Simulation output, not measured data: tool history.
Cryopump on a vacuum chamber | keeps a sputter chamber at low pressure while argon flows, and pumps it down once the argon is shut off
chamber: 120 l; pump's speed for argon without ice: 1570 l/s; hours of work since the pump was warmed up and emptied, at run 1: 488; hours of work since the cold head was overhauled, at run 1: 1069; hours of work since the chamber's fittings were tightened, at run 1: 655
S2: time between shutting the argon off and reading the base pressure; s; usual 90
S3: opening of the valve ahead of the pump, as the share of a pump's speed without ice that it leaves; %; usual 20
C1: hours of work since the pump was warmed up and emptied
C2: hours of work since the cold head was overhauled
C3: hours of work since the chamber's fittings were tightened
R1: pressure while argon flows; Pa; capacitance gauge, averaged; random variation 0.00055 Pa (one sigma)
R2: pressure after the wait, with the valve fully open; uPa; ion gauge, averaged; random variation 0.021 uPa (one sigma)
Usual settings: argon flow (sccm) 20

Run 1, hour 0: usual settings; C1 488; C2 1069; C3 655. Result: R1 0.1115 Pa, R2 1.98 uPa.
Run 2, hour 37.5: usual settings; C1 515; C2 1095; C3 682. Result: R1 0.111 Pa, R2 2.13 uPa.
Run 3, hour 116.5: usual settings; C1 572; C2 1152; C3 738. Result: R1 0.1131 Pa, R2 2.33 uPa.
At hour 127.7: pump warmed up, emptied and cooled again.
Run 4, hour 200.4: usual settings but S2 122 s; C1 52; C2 1209; C3 795. Result: R1 0.108 Pa, R2 2.06 uPa.
Run 5, hour 270: usual settings but argon flow (sccm) 27, S2 122 s; C1 102; C2 1259; C3 845. Result: R1 0.1451 Pa, R2 2.19 uPa.
Run 6, hour 339.4: usual settings but argon flow (sccm) 27, S2 122 s; C1 152; C2 1308; C3 895. Result: R1 0.1469 Pa, R2 2.35 uPa.
Run 7, hour 403.9: usual settings but argon flow (sccm) 27, S2 122 s; C1 198; C2 1355; C3 941. Result: R1 0.1471 Pa, R2 2.45 uPa.
Run 8, hour 438.5: usual settings; C1 223; C2 1380; C3 966. Result: R1 0.1099 Pa, R2 2.53 uPa.
Run 9, hour 507.7: usual settings but S2 63 s; C1 273; C2 1429; C3 1015. Result: R1 0.1101 Pa, R2 2.86 uPa.
Run 10, hour 549.5: usual settings but S3 25 %; C1 303; C2 1459; C3 1045. Result: R1 0.0876 Pa, R2 2.91 uPa.
Run 11, hour 595: usual settings but S3 56 %; C1 335; C2 1492; C3 1078. Result: R1 0.0415 Pa, R2 2.86 uPa.
Run 12, hour 651.4: usual settings but S3 56 %; C1 376; C2 1532; C3 1118. Result: R1 0.0415 Pa, R2 2.99 uPa.
At hour 673.6: leaking fittings of the chamber tightened, without venting.
Run 13, hour 713.3: usual settings but S2 49 s; C1 419; C2 1575; C3 29. Result: R1 0.1109 Pa, R2 0.68 uPa.
Run 14, hour 770.4: usual settings but S2 49 s; C1 460; C2 1616; C3 69. Result: R1 0.1113 Pa, R2 0.76 uPa.
Run 15, hour 822.2: usual settings; C1 497; C2 1653; C3 107. Result: R1 0.1109 Pa, R2 0.7 uPa.
Run 16, hour 878.4: usual settings but S3 59 %; C1 537; C2 1694; C3 147. Result: R1 0.04 Pa, R2 0.83 uPa.
At hour 937.5: pump warmed up, emptied and cooled again.
Run 17, hour 961.2: usual settings but S2 24 s; C1 17; C2 1750; C3 203. Result: R1 0.1081 Pa, R2 1.5 uPa.
Run 18, hour 1033.9: usual settings but argon flow (sccm) 11, S2 22 s, S3 37 %; C1 69; C2 1802; C3 255. Result: R1 0.0322 Pa, R2 1.68 uPa.
Run 19, hour 1091.3: usual settings but argon flow (sccm) 11, S2 22 s, S3 37 %; C1 110; C2 1843; C3 296. Result: R1 0.0329 Pa, R2 1.73 uPa.
Run 20, hour 1151.4: usual settings but argon flow (sccm) 39, S2 59 s, S3 46 %; C1 153; C2 1886; C3 339. Result: R1 0.0947 Pa, R2 1.29 uPa.
Run 21, hour 1202.8: usual settings but S2 73 s, S3 19 %; C1 190; C2 1923; C3 376. Result: R1 0.1153 Pa, R2 1.37 uPa.
Run 22, hour 1275.1: usual settings but S2 73 s, S3 19 %; C1 242; C2 1975; C3 428. Result: R1 0.1141 Pa, R2 1.48 uPa.
Run 23, hour 1328.6: usual settings but argon flow (sccm) 9, S2 86 s, S3 30 %; C1 281; C2 2013; C3 466. Result: R1 0.0331 Pa, R2 1.48 uPa.
Run 24, hour 1407.2: usual settings but argon flow (sccm) 17, S2 126 s, S3 26 %; C1 337; C2 2070; C3 523. Result: R1 0.0725 Pa, R2 1.53 uPa.
Run 25, hour 1454.6: usual settings but argon flow (sccm) 17, S2 140 s, S3 23 %; C1 371; C2 2104; C3 557. Result: R1 0.0824 Pa, R2 1.74 uPa.
Run 26, hour 1517.8: usual settings but argon flow (sccm) 17, S2 140 s, S3 23 %; C1 416; C2 2149; C3 602. Result: R1 0.0824 Pa, R2 1.82 uPa.
Run 27, hour 1580.6: usual settings but argon flow (sccm) 17, S2 140 s, S3 23 %; C1 461; C2 2194; C3 647. Result: R1 0.0821 Pa, R2 1.92 uPa.

Run 28 comes next. What will it give?
Run 28, hour 1640: usual settings but argon flow (sccm) 17, S2 140 s, S3 23 %; C1 504; C2 2237; C3 690. Result: R1 ?, R2 ?.

R1: 0.0825 Pa
R2: 2.01 uPa
Without the tool's hidden state the same run would have given R1 0.0793 Pa, R2 0.3 uPa.
